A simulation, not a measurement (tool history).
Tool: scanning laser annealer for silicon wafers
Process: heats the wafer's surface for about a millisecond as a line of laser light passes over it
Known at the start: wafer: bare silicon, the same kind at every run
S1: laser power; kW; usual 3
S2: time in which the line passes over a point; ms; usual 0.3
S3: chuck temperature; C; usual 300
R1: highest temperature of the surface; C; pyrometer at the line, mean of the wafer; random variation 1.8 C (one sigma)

{"run": 1, "hour": 0.0, "S1": 3, "S2": 0.3, "S3": 300, "R1": 1081}
{"run": 2, "hour": 5.8, "S1": 3, "S2": 0.3, "S3": 300, "R1": 1077}
{"run": 3, "hour": 10.4, "S1": 3, "S2": 0.3, "S3": 300, "R1": 1074}
{"run": 4, "hour": 16.8, "S1": 3, "S2": 0.3, "S3": 300, "R1": 1078}
{"run": 5, "hour": 21.5, "S1": 3, "S2": 0.3, "S3": 300, "R1": 1074}
{"run": 6, "hour": 30.3, "S1": 3, "S2": 0.3, "S3": 300, "R1": 1077}
{"run": 7, "hour": 36.1, "S1": 3, "S2": 0.3, "S3": 300, "R1": 1078}
{"run": 8, "hour": 42.1, "S1": 3, "S2": 0.3, "S3": 300, "R1": 1078}
{"run": 9, "hour": 48.0, "S1": 3.114, "S2": 0.3, "S3": 279, "R1": 1085}
{"run": 10, "hour": 52.7, "S1": 3.114, "S2": 0.3, "S3": 279, "R1": 1082}
{"run": 11, "hour": 59.2, "S1": 3, "S2": 0.215, "S3": 320, "R1": 992}
{"run": 12, "hour": 68.8, "S1": 2.61, "S2": 0.297, "S3": 315, "R1": 989}
{"run": 13, "hour": 78.3, "S1": 3.03, "S2": 0.271, "S3": 330, "R1": 1082}

The next listed run, before its measurement:
{"run": 14, "hour": 87.2, "S1": 2.835, "S2": 0.314, "S3": 261, "R1": "?"}

Run 14 gave R1 1012 C.
Without the tool's hidden state the same run would have given R1 1012 C.
